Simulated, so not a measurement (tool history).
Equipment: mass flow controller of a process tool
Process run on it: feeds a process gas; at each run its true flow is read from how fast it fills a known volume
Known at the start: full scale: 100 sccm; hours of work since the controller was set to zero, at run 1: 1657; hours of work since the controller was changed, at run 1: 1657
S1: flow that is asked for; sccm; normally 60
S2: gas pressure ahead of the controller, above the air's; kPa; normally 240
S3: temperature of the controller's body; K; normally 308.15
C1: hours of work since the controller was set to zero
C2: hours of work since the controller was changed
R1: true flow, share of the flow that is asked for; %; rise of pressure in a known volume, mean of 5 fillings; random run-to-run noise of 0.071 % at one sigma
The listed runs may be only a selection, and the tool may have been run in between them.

run    hour  S1   S2      S3    C1    C2      R1
  1     0.0  60  240  308.15  1657  1657   99.90
  2    75.1  60  150  308.15  1696  1696  100.62
  3   155.3  60  150  308.15  1738  1738  100.75
  4   205.1  60  240  303.15  1763  1763   99.95
  5   267.5  60  240  297.15  1796  1796   99.77
  6   350.4  60  240  297.15  1839  1839   99.93
  7   416.3  60  240  297.15  1873  1873  100.01
  8   482.3  60  240  308.15  1907  1907  100.53
  9   541.8  60  240  308.15  1938  1938  100.54
 10   587.6  60  240  308.15  1962  1962  100.72
 11   652.4  60  240  308.15  1996  1996  100.77
 12   718.3  60  240  308.15  2030  2030  100.97
 13   756.1  60  240  308.15  2050  2050  100.98
 14   807.0  60  166  308.15  2076  2076  101.55
 15   871.9  60  166  308.15  2110  2110  101.77
 16   956.1  60  240  308.15  2154  2154  101.15
 17  1026.7  60  240  308.15  2190  2190  101.36
 18  1086.1  60  240  298.15  2221  2221  101.11
     1130.9  -- gauge calibrated
 19  1168.4  60  240  298.15  2264  2264   99.58
 20  1217.2  60  240  298.15  2289  2289   99.73
 21  1285.6  60  240  296.15  2325  2325   99.70
 22  1348.7  60  240  296.15  2357  2357   99.68
 23  1387.0  72  240  308.15  2377  2377  100.34
 24  1470.9  72  240  308.15  2421  2421  100.48
 25  1536.9  42  194  300.15  2455  2455  100.34
 26  1618.3  60  150  308.15  2497  2497  101.17
 27  1668.6  60  150  308.15  2524  2524  101.17
 28  1727.4  19  152  308.15  2554  2554  101.09
 29  1801.9  19  152  308.15  2593  2593  101.33
     1839.3  -- gauge calibrated
 30  1860.8  69  156  307.15  2623  2623  100.48
 31  1922.0  19  206  301.15  2655  2655   99.79
 32  2000.3  60  149  308.15  2696  2696  100.75
 33  2078.1  60  149  308.15  2736  2736  100.83
 34  2133.4  32  233  306.15  2765  2765  100.21
 35  2198.4  42  174  296.15  2799  2799  100.36
 36  2254.3  42  174  296.15  2828  2828  100.28
 37  2300.9  42  146  296.15  2852  2852  100.52
 38  2351.9  28  215  309.15  2878  2878  100.53
 39  2398.9  53  260  293.15  2903  2903   99.94
 40  2474.9  53  260  293.15  2942  2942  100.02
 41  2520.3  55  243  293.15  2966  2966  100.26
 42  2569.7  18  164  304.15  2991  2991  100.97
 43  2631.4  41  240  295.15  3024  3024  100.38
 44  2693.9  83  223  308.15  3056  3056  101.34
 45  2772.4  14  240  295.15  3097  3097  100.35
 46  2810.6  12  163  296.15  3117  3117  100.88
 47  2894.0  12  163  296.15  3160  3160  101.11

How would selected steps in R1 from run to run divide? Give the signed amount a tool lacking its hidden state would still show from settings, what came in and random variation, and the signed amount left for the hidden state, including any gauge scatter that is not in both of the compared results.
Hidden state at play: flow at rest that the sensor doesn't see, % of full scale; true flow over the shown one, %; drift of the gauge itself on true_pct, %.
Run 2 -> 3: no setting touched and nothing written in the log between the runs. R1 +0.13 %: hidden state +0.12, all else +0.01.
Run 18 -> 19: gauge calibrated. R1 -1.53 %: hidden state -1.43, all else -0.10.
Run 29 -> 30: S1 19 -> 69, S2 152 -> 156, S3 308.15 -> 307.15, gauge calibrated. R1 -0.85 %: hidden state -0.90, all else +0.05.
Run 43 -> 44: S1 41 -> 83, S2 240 -> 223, S3 295.15 -> 308.15. R1 +0.96 %: hidden state +0.10, all else +0.86.
Run 44 -> 45: S1 83 -> 14, S2 223 -> 240, S3 308.15 -> 295.15. R1 -0.99 %: hidden state +0.09, all else -1.08.
